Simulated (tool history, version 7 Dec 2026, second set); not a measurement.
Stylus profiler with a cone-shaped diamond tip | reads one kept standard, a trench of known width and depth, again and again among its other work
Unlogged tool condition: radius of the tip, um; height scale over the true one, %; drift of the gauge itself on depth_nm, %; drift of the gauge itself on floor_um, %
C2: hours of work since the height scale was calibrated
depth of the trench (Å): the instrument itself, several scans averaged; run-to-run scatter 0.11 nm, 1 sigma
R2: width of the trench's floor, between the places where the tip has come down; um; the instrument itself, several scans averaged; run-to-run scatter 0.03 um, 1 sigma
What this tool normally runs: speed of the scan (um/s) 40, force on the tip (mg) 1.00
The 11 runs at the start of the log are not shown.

Run 12, hour 331.8: usual settings but force on the tip (mg) 0.81; scans with this tip 1912; C2 147. Result: depth of the trench (Å) 2011.7, R2 46.89 um.
Run 13, hour 363.4: usual settings but force on the tip (mg) 0.81; scans with this tip 2093; C2 161. Result: depth of the trench (Å) 2014.4, R2 46.90 um.
Run 14, hour 386.1: usual settings but force on the tip (mg) 1.76; scans with this tip 2224; C2 171. Result: depth of the trench (Å) 2022.2, R2 46.93 um.
Run 15, hour 429.8: usual settings but force on the tip (mg) 1.76; scans with this tip 2475; C2 191. Result: depth of the trench (Å) 2023.5, R2 46.92 um.
Run 16, hour 474.7: usual settings but force on the tip (mg) 1.76; scans with this tip 2733; C2 210. Result: depth of the trench (Å) 2023.6, R2 46.99 um.
Run 17, hour 521.0: usual settings but force on the tip (mg) 1.76; scans with this tip 2999; C2 231. Result: depth of the trench (Å) 2024.3, R2 46.91 um.
Run 18, hour 544.6: usual settings but force on the tip (mg) 1.76; scans with this tip 3134; C2 241. Result: depth of the trench (Å) 2021.9, R2 46.91 um.
Run 19, hour 592.2: usual settings but force on the tip (mg) 1.76; scans with this tip 3408; C2 262. Result: depth of the trench (Å) 2024.3, R2 46.88 um.
At hour 596.9: height scale calibrated on a step standard.
Run 20, hour 621.2: usual settings but force on the tip (mg) 1.76; scans with this tip 3571; C2 11. Result: depth of the trench (Å) 2024.0, R2 46.85 um.
Run 21, hour 660.0: usual settings but force on the tip (mg) 1.76; scans with this tip 3794; C2 28. Result: depth of the trench (Å) 2025.6, R2 46.89 um.
At hour 686.1: height scale calibrated on a step standard, once more.
Run 22, hour 705.8: usual settings but force on the tip (mg) 1.76; scans with this tip 4054; C2 9. Result: depth of the trench (Å) 2023.2, R2 46.84 um.
Run 23, hour 725.6: usual settings but speed of the scan (um/s) 15, force on the tip (mg) 0.98; scans with this tip 4168; C2 17. Result: depth of the trench (Å) 2014.7, R2 46.99 um.
Run 24, hour 767.5: usual settings; scans with this tip 4408; C2 36. Result: depth of the trench (Å) 2015.8, R2 46.85 um.
Run 25, hour 787.7: usual settings; scans with this tip 4524; C2 45. Result: depth of the trench (Å) 2015.1, R2 46.77 um.
Run 26, hour 811.3: usual settings; scans with this tip 4660; C2 55. Result: depth of the trench (Å) 2015.6, R2 46.78 um.
Run 27, hour 830.6: usual settings but speed of the scan (um/s) 14, force on the tip (mg) 0.69; scans with this tip 4771; C2 64. Result: depth of the trench (Å) 2012.4, R2 46.94 um.
Run 28, hour 854.0: usual settings but speed of the scan (um/s) 44, force on the tip (mg) 0.68; scans with this tip 4905; C2 74. Result: depth of the trench (Å) 2012.0, R2 46.66 um.
Run 29, hour 883.1: usual settings but speed of the scan (um/s) 66, force on the tip (mg) 1.58; scans with this tip 5072; C2 87. Result: depth of the trench (Å) 2020.7, R2 46.68 um.
Run 30, hour 923.2: usual settings but speed of the scan (um/s) 89, force on the tip (mg) 0.76; scans with this tip 5303; C2 105. Result: depth of the trench (Å) 2012.1, R2 46.43 um.
Run 31, hour 944.3: usual settings but speed of the scan (um/s) 89, force on the tip (mg) 0.76; scans with this tip 5424; C2 114. Result: depth of the trench (Å) 2014.5, R2 46.39 um.
Run 32, hour 979.6: usual settings but speed of the scan (um/s) 30, force on the tip (mg) 1.06; scans with this tip 5626; C2 130. Result: depth of the trench (Å) 2017.0, R2 46.78 um.

Forecast run 33:
Run 33, hour 1011.2: usual settings but speed of the scan (um/s) 30, force on the tip (mg) 0.72; scans with this tip 5808; C2 144. Result: depth of the trench (Å) ?, R2 ?.

depth of the trench (Å): 2013.3
R2: 46.74 um
With no hidden state in the tool, this same run would have given depth of the trench (Å) 2012.1, R2 47.02 um.
